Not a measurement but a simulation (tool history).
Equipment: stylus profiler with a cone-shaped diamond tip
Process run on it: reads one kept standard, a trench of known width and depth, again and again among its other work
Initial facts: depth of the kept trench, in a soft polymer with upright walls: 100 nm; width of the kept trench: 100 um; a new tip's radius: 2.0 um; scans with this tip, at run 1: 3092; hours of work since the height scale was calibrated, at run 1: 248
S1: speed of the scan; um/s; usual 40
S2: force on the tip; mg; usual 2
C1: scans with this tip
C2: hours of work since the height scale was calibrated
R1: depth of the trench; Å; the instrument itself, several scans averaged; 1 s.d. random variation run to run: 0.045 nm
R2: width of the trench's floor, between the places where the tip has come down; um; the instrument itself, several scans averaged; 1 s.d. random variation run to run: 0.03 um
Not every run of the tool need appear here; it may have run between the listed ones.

{"run": 1, "hour": 0.0, "S1": 40, "S2": 2, "C1": 3092, "C2": 248, "R1": 1011.2, "R2": 98.55}
{"run": 2, "hour": 12.6, "S1": 40, "S2": 2, "C1": 3194, "C2": 256, "R1": 1011.1, "R2": 98.51}
{"run": 3, "hour": 27.0, "S1": 40, "S2": 2, "C1": 3309, "C2": 265, "R1": 1011.5, "R2": 98.5}
{"run": 4, "hour": 39.5, "S1": 40, "S2": 2, "C1": 3410, "C2": 273, "R1": 1010.9, "R2": 98.53}
{"run": 5, "hour": 50.5, "S1": 18, "S2": 2, "C1": 3498, "C2": 280, "R1": 1011.6, "R2": 98.57}
{"run": 6, "hour": 60.6, "S1": 18, "S2": 2, "C1": 3579, "C2": 287, "R1": 1011.5, "R2": 98.57}
{"run": 7, "hour": 69.1, "S1": 40, "S2": 2, "C1": 3647, "C2": 292, "R1": 1012.3, "R2": 98.52}
{"run": 8, "hour": 83.5, "S1": 40, "S2": 2, "C1": 3763, "C2": 301, "R1": 1011.4, "R2": 98.53}
{"run": 9, "hour": 94.6, "S1": 40, "S2": 1.11, "C1": 3852, "C2": 308, "R1": 1007.4, "R2": 98.52}
{"run": 10, "hour": 110.0, "S1": 40, "S2": 1.11, "C1": 3976, "C2": 318, "R1": 1008.4, "R2": 98.48}
{"run": 11, "hour": 119.5, "S1": 40, "S2": 2, "C1": 4052, "C2": 324, "R1": 1010.6, "R2": 98.49}
{"run": 12, "hour": 135.4, "S1": 40, "S2": 2, "C1": 4180, "C2": 335, "R1": 1011.3, "R2": 98.51}
{"run": 13, "hour": 149.3, "S1": 40, "S2": 2, "C1": 4291, "C2": 344, "R1": 1011, "R2": 98.45}
{"run": 14, "hour": 157.6, "S1": 156, "S2": 2, "C1": 4358, "C2": 349, "R1": 1012, "R2": 98.21}
{"run": 15, "hour": 172.9, "S1": 40, "S2": 2, "C1": 4481, "C2": 359, "R1": 1011.9, "R2": 98.47}
{"run": 16, "hour": 187.0, "S1": 40, "S2": 2, "C1": 4594, "C2": 368, "R1": 1011.1, "R2": 98.52}
{"run": 17, "hour": 203.0, "S1": 40, "S2": 2, "C1": 4723, "C2": 378, "R1": 1013, "R2": 98.49}
{"run": 18, "hour": 216.3, "S1": 40, "S2": 2, "C1": 4829, "C2": 387, "R1": 1011.5, "R2": 98.49}
{"run": 19, "hour": 226.8, "S1": 74, "S2": 2, "C1": 4914, "C2": 394, "R1": 1011.9, "R2": 98.45}
{"run": 20, "hour": 242.2, "S1": 40, "S2": 1.49, "C1": 5038, "C2": 403, "R1": 1010.5, "R2": 98.51}
{"run": 21, "hour": 249.4, "S1": 67, "S2": 2, "C1": 5096, "C2": 408, "R1": 1010.4, "R2": 98.39}
{"run": 22, "hour": 259.3, "S1": 40, "S2": 2, "C1": 5175, "C2": 414, "R1": 1011.3, "R2": 98.48}
{"run": 23, "hour": 267.0, "S1": 40, "S2": 2, "C1": 5237, "C2": 419, "R1": 1011.9, "R2": 98.46}
{"run": 24, "hour": 280.2, "S1": 91, "S2": 1.77, "C1": 5343, "C2": 428, "R1": 1010.8, "R2": 98.3}
{"run": 25, "hour": 296.8, "S1": 91, "S2": 1.77, "C1": 5476, "C2": 439, "R1": 1011.4, "R2": 98.33}
{"run": 26, "hour": 310.4, "S1": 91, "S2": 1.77, "C1": 5586, "C2": 447, "R1": 1010.3, "R2": 98.36}
{"run": 27, "hour": 323.7, "S1": 10, "S2": 2.75, "C1": 5692, "C2": 456, "R1": 1014.6, "R2": 98.55}
{"run": 28, "hour": 338.6, "S1": 61, "S2": 1.01, "C1": 5812, "C2": 465, "R1": 1007.7, "R2": 98.33}
{"run": 29, "hour": 348.7, "S1": 113, "S2": 1.65, "C1": 5893, "C2": 472, "R1": 1010.2, "R2": 98.26}
{"hour": 350.7, "done": "height scale calibrated on a step standard"}
{"run": 30, "hour": 359.4, "S1": 32, "S2": 0.73, "C1": 5975, "C2": 6, "R1": 1006.5, "R2": 98.37}
{"run": 31, "hour": 372.0, "S1": 32, "S2": 0.73, "C1": 6076, "C2": 14, "R1": 1006.2, "R2": 98.43}
{"hour": 382.0, "done": "height scale calibrated on a step standard, once more"}
{"run": 32, "hour": 385.4, "S1": 32, "S2": 0.73, "C1": 6180, "C2": 2, "R1": 1006.5, "R2": 98.34}
{"run": 33, "hour": 399.7, "S1": 32, "S2": 0.73, "C1": 6295, "C2": 11, "R1": 1005.6, "R2": 98.34}
{"run": 34, "hour": 415.4, "S1": 50, "S2": 0.73, "C1": 6421, "C2": 21, "R1": 1006.2, "R2": 98.32}
{"run": 35, "hour": 428.0, "S1": 79, "S2": 0.73, "C1": 6522, "C2": 30, "R1": 1006, "R2": 98.25}
{"run": 36, "hour": 442.9, "S1": 79, "S2": 0.73, "C1": 6642, "C2": 39, "R1": 1006.1, "R2": 98.25}
{"run": 37, "hour": 454.7, "S1": 39, "S2": 0.82, "C1": 6736, "C2": 47, "R1": 1005.8, "R2": 98.36}
{"run": 38, "hour": 471.2, "S1": 48, "S2": 0.96, "C1": 6869, "C2": 57, "R1": 1006.7, "R2": 98.31}
{"run": 39, "hour": 478.0, "S1": 18, "S2": 1.35, "C1": 6923, "C2": 62, "R1": 1009.3, "R2": 98.43}
{"run": 40, "hour": 484.9, "S1": 40, "S2": 5.36, "C1": 6979, "C2": 66, "R1": 1022.2, "R2": 98.47}
{"run": 41, "hour": 497.2, "S1": 40, "S2": 5.36, "C1": 7078, "C2": 74, "R1": 1021.6, "R2": 98.4}
{"run": 42, "hour": 510.9, "S1": 89, "S2": 1.7, "C1": 7188, "C2": 83, "R1": 1010.2, "R2": 98.26}
{"run": 43, "hour": 518.3, "S1": 13, "S2": 1.39, "C1": 7248, "C2": 88, "R1": 1008.8, "R2": 98.46}
{"run": 44, "hour": 527.8, "S1": 13, "S2": 1.39, "C1": 7324, "C2": 94, "R1": 1009.2, "R2": 98.44}
{"run": 45, "hour": 537.3, "S1": 12, "S2": 1.8, "C1": 7400, "C2": 100, "R1": 1009.7, "R2": 98.4}

Branching from run 45: 5 alternative next runs. What would each branch give?
{"run": "A", "hour": 548.6, "S1": 119, "S2": 1.27, "C1": 7491, "C2": 107, "R1": "?", "R2": "?"}
{"run": "B", "hour": 548.6, "S1": 127, "S2": 4.75, "C1": 7491, "C2": 107, "R1": "?", "R2": "?"}
{"run": "C", "hour": 548.6, "S1": 66, "S2": 1.53, "C1": 7491, "C2": 107, "R1": "?", "R2": "?"}
{"run": "D", "hour": 548.6, "S1": 12, "S2": 5.07, "C1": 7491, "C2": 107, "R1": "?", "R2": "?"}
{"run": "E", "hour": 548.6, "S1": 47, "S2": 4.02, "C1": 7491, "C2": 107, "R1": "?", "R2": "?"}

run=A R1=1007.9 R2=98.14
run=B R1=1020.3 R2=98.31
run=C R1=1009.4 R2=98.27
run=D R1=1020.4 R2=98.42
run=E R1=1018.2 R2=98.35
What these runs would have given with no unlogged condition in the tool:
run=A R1=1007.8 R2=98.44
run=B R1=1020.3 R2=98.6
run=C R1=1009.3 R2=98.57
run=D R1=1020.3 R2=98.72
run=E R1=1018.1 R2=98.65
